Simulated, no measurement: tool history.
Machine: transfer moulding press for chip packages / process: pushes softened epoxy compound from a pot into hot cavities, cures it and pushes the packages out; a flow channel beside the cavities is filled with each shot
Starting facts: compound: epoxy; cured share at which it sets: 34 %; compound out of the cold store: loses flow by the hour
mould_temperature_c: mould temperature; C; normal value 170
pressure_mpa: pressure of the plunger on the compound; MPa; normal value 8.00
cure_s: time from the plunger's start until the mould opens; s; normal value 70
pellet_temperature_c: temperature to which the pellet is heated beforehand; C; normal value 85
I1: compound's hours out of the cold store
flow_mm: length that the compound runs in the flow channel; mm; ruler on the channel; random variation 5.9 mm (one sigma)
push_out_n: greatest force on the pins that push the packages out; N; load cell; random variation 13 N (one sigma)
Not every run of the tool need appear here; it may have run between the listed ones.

Run 1, day 0.000: usual settings; I1 45.6. Result: flow_mm 568 mm, push_out_n 854 N.
At day 0.429: cavities cleaned with cleaning compound and waxed.
Run 2, day 1.725: usual settings; I1 16.4. Result: flow_mm 645 mm, push_out_n 1058 N.
At day 2.579: cavities cleaned with cleaning compound and waxed.
At day 2.904: plunger's sealing rings changed.
Run 3, day 3.808: usual settings; I1 15.5. Result: flow_mm 692 mm, push_out_n 847 N.
At day 4.712: cavities cleaned with cleaning compound and waxed.
Run 4, day 5.554: usual settings; I1 17.2. Result: flow_mm 666 mm, push_out_n 814 N.
At day 6.892: cavities cleaned with cleaning compound and waxed.
Run 5, day 7.321: usual settings; I1 37.6. Result: flow_mm 607 mm, push_out_n 684 N.
At day 8.908: cavities cleaned with cleaning compound and waxed.
Run 6, day 9.162: usual settings; I1 17.9. Result: flow_mm 668 mm, push_out_n 671 N.
At day 10.996: cavities cleaned with cleaning compound and waxed.
Run 7, day 11.629: usual settings but pellet_temperature_c 90 C; I1 36.1. Result: flow_mm 605 mm, push_out_n 687 N.
At day 13.125: cavities cleaned with cleaning compound and waxed.
Run 8, day 13.167: usual settings but pellet_temperature_c 77 C; I1 20.9. Result: flow_mm 650 mm, push_out_n 626 N.
Run 9, day 14.954: usual settings but pellet_temperature_c 77 C; I1 33.4. Result: flow_mm 609 mm, push_out_n 883 N.
At day 15.188: cavities cleaned with cleaning compound and waxed.
At day 15.425: cavities cleaned with cleaning compound and waxed, once more.
Run 10, day 16.354: usual settings but mould_temperature_c 166 C, pressure_mpa 6.79 MPa, cure_s 98 s; I1 44.8. Result: flow_mm 524 mm, push_out_n 517 N.
At day 17.467: cavities cleaned with cleaning compound and waxed.
Run 11, day 17.467: usual settings but cure_s 90 s, pellet_temperature_c 82 C; I1 36.0. Result: flow_mm 588 mm, push_out_n 392 N.

Estimate the outcome of run 12 from the log above:
At day 18.029: plunger's sealing rings changed.
At day 19.621: cavities cleaned with cleaning compound and waxed.
Run 12, day 19.946: usual settings but mould_temperature_c 175 C, pressure_mpa 9.84 MPa, cure_s 68 s, pellet_temperature_c 92 C; I1 37.1. Result: flow_mm ?, push_out_n ?.

{"run 12": {"flow_mm": 683, "push_out_n": 468}}
Without the tool's hidden state the same run would have given flow_mm 690 mm, push_out_n 431 N.
